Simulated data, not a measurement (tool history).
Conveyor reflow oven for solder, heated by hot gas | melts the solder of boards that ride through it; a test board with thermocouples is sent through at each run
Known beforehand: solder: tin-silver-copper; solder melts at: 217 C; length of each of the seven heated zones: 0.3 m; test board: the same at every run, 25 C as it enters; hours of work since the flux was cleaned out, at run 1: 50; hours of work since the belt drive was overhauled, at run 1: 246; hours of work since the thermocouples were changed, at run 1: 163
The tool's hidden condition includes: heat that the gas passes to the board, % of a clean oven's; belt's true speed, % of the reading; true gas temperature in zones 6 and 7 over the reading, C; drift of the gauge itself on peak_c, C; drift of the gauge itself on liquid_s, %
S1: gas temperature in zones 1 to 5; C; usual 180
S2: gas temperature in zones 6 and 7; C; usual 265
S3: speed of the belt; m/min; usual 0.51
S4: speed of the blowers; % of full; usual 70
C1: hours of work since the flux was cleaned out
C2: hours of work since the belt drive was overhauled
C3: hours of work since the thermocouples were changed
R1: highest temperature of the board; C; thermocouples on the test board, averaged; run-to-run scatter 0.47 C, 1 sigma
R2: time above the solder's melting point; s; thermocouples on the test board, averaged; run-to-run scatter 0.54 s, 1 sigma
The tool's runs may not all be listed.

{"run": 1, "day": 0.0, "S1": 180, "S2": 265, "S3": 0.51, "S4": 70, "C1": 50, "C2": 246, "C3": 163, "R1": 252.8, "R2": 55.5}
{"run": 2, "day": 0.454, "S1": 180, "S2": 265, "S3": 0.51, "S4": 78, "C1": 58, "C2": 253, "C3": 171, "R1": 253.5, "R2": 55.7}
{"run": 3, "day": 0.712, "S1": 180, "S2": 265, "S3": 0.51, "S4": 78, "C1": 62, "C2": 258, "C3": 175, "R1": 253.7, "R2": 56.5}
{"run": 4, "day": 0.971, "S1": 180, "S2": 265, "S3": 0.51, "S4": 70, "C1": 66, "C2": 262, "C3": 180, "R1": 252.6, "R2": 56.1}
{"run": 5, "day": 1.479, "S1": 180, "S2": 265, "S3": 0.51, "S4": 70, "C1": 75, "C2": 271, "C3": 188, "R1": 252.6, "R2": 55.8}
{"run": 6, "day": 1.804, "S1": 180, "S2": 265, "S3": 0.51, "S4": 70, "C1": 80, "C2": 276, "C3": 194, "R1": 252.4, "R2": 55.2}
{"run": 7, "day": 2.029, "S1": 180, "S2": 265, "S3": 0.51, "S4": 70, "C1": 84, "C2": 280, "C3": 197, "R1": 253.2, "R2": 55.5}
{"run": 8, "day": 2.329, "S1": 179, "S2": 265, "S3": 0.51, "S4": 70, "C1": 89, "C2": 285, "C3": 202, "R1": 252.6, "R2": 55.9}
{"run": 9, "day": 2.65, "S1": 179, "S2": 265, "S3": 0.51, "S4": 70, "C1": 94, "C2": 290, "C3": 208, "R1": 252.4, "R2": 55.5}
{"run": 10, "day": 3.142, "S1": 179, "S2": 265, "S3": 0.51, "S4": 70, "C1": 103, "C2": 298, "C3": 216, "R1": 252.8, "R2": 55.2}
{"run": 11, "day": 3.483, "S1": 180, "S2": 265, "S3": 0.51, "S4": 70, "C1": 108, "C2": 304, "C3": 222, "R1": 252.5, "R2": 56.1}
{"run": 12, "day": 3.8, "S1": 180, "S2": 265, "S3": 0.51, "S4": 70, "C1": 114, "C2": 310, "C3": 227, "R1": 251.9, "R2": 56.2}
{"run": 13, "day": 4.192, "S1": 180, "S2": 265, "S3": 0.51, "S4": 70, "C1": 120, "C2": 316, "C3": 234, "R1": 253, "R2": 55.9}
{"run": 14, "day": 4.479, "S1": 180, "S2": 265, "S3": 0.51, "S4": 51, "C1": 125, "C2": 321, "C3": 239, "R1": 248.6, "R2": 51.3}
{"run": 15, "day": 4.925, "S1": 180, "S2": 265, "S3": 0.51, "S4": 51, "C1": 133, "C2": 328, "C3": 246, "R1": 248.8, "R2": 51.6}
{"run": 16, "day": 5.162, "S1": 180, "S2": 265, "S3": 0.608, "S4": 79, "C1": 137, "C2": 332, "C3": 250, "R1": 249.2, "R2": 44.5}
{"run": 17, "day": 5.579, "S1": 180, "S2": 265, "S3": 0.608, "S4": 79, "C1": 144, "C2": 339, "C3": 257, "R1": 249.1, "R2": 43.7}
{"run": 18, "day": 5.854, "S1": 180, "S2": 265, "S3": 0.51, "S4": 59, "C1": 148, "C2": 344, "C3": 262, "R1": 250.2, "R2": 54.3}
{"run": 19, "day": 6.129, "S1": 167, "S2": 265, "S3": 0.51, "S4": 69, "C1": 153, "C2": 349, "C3": 266, "R1": 249.3, "R2": 49.7}
{"run": 20, "day": 6.367, "S1": 167, "S2": 265, "S3": 0.51, "S4": 69, "C1": 157, "C2": 353, "C3": 270, "R1": 250.4, "R2": 50.2}
{"run": 21, "day": 6.825, "S1": 167, "S2": 265, "S3": 0.51, "S4": 69, "C1": 164, "C2": 360, "C3": 278, "R1": 250.4, "R2": 49.1}
{"run": 22, "day": 7.15, "S1": 169, "S2": 257, "S3": 0.557, "S4": 86, "C1": 170, "C2": 366, "C3": 283, "R1": 243.8, "R2": 42.5}
{"run": 23, "day": 7.692, "S1": 168, "S2": 265, "S3": 0.51, "S4": 67, "C1": 179, "C2": 375, "C3": 292, "R1": 248.9, "R2": 50}
{"run": 24, "day": 8.083, "S1": 168, "S2": 265, "S3": 0.473, "S4": 83, "C1": 186, "C2": 381, "C3": 299, "R1": 254.6, "R2": 58.8}
{"run": 25, "day": 8.396, "S1": 168, "S2": 265, "S3": 0.473, "S4": 83, "C1": 191, "C2": 387, "C3": 304, "R1": 255.4, "R2": 59.3}
{"day": 8.858, "done": "flux residue cleaned out of gas plates and filters"}
{"run": 26, "day": 9.1, "S1": 172, "S2": 265, "S3": 0.609, "S4": 83, "C1": 4, "C2": 395, "C3": 313, "R1": 248.8, "R2": 40.5}
{"run": 27, "day": 9.508, "S1": 172, "S2": 265, "S3": 0.609, "S4": 72, "C1": 11, "C2": 402, "C3": 320, "R1": 246, "R2": 39}
{"run": 28, "day": 9.738, "S1": 180, "S2": 258, "S3": 0.525, "S4": 70, "C1": 15, "C2": 406, "C3": 323, "R1": 245.6, "R2": 49}
{"run": 29, "day": 9.983, "S1": 180, "S2": 273, "S3": 0.427, "S4": 68, "C1": 19, "C2": 410, "C3": 327, "R1": 264.9, "R2": 75.1}
{"run": 30, "day": 10.492, "S1": 180, "S2": 273, "S3": 0.427, "S4": 68, "C1": 27, "C2": 418, "C3": 336, "R1": 263.3, "R2": 75.5}

Across each entry between runs, compare the hidden state at the last listed run before it with the hidden state at the first listed run after it:
Between runs 25 and 26: flux residue cleaned out of gas plates and filters (day 8.858)
  heat that the gas passes to the board, % of a clean oven's: 99.6 -> 100

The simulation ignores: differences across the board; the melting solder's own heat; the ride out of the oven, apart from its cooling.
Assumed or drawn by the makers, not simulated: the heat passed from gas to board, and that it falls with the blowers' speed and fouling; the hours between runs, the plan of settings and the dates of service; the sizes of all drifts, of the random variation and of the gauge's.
